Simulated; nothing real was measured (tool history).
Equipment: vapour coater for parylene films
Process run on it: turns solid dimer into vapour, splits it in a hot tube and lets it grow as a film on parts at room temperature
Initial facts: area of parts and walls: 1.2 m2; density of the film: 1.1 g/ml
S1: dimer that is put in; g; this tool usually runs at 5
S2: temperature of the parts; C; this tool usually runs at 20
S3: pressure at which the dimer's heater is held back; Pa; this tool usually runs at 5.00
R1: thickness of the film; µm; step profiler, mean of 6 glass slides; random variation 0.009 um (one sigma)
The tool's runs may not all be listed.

run,hour,S1,S2,S3,R1
1,0.0,5,20,5.00,2.095
2,41.7,5,20,5.00,2.094
3,64.0,5,20,5.00,2.100
4,94.8,5,20,5.00,2.082
5,132.4,5,20,5.00,2.069
6,160.3,5,20,3.57,2.172
7,191.4,5,20,3.57,2.177
8,224.0,5,20,3.57,2.155
9,243.3,5,20,3.57,2.154
10,281.4,5,20,3.57,2.151
11,312.6,5,20,5.00,2.090
12,352.6,5,31,5.00,1.729
13,384.2,6,31,5.00,2.047
14,404.3,9,28,3.31,3.378
15,441.1,9,28,3.31,3.375
16,477.1,5,14,5.03,2.272
17,509.8,4,28,2.09,1.592
18,539.2,4,28,2.09,1.577
19,576.7,3,20,5.43,1.233
20,607.4,3,20,5.43,1.210
21,627.0,3,20,5.74,1.199
22,664.0,3,20,5.74,1.213
23,703.5,2,20,5.74,0.797
24,739.7,5,17,5.00,2.141
25,759.8,3,29,2.21,1.137
26,782.7,3,29,2.21,1.137

Predict each of these 4 candidate next runs independently; none follows another, all start after run 26:
A,814.3,2,25,11.54,?
B,814.3,4,18,4.70,?
C,814.3,5,17,5.00,?
D,814.3,2,14,2.22,?

run,R1
A,0.677
B,1.687
C,2.136
D,0.989
With the hidden condition removed and each run's random variation left untouched, the same runs would have given:
run,R1
A,0.707
B,1.761
C,2.230
D,1.032

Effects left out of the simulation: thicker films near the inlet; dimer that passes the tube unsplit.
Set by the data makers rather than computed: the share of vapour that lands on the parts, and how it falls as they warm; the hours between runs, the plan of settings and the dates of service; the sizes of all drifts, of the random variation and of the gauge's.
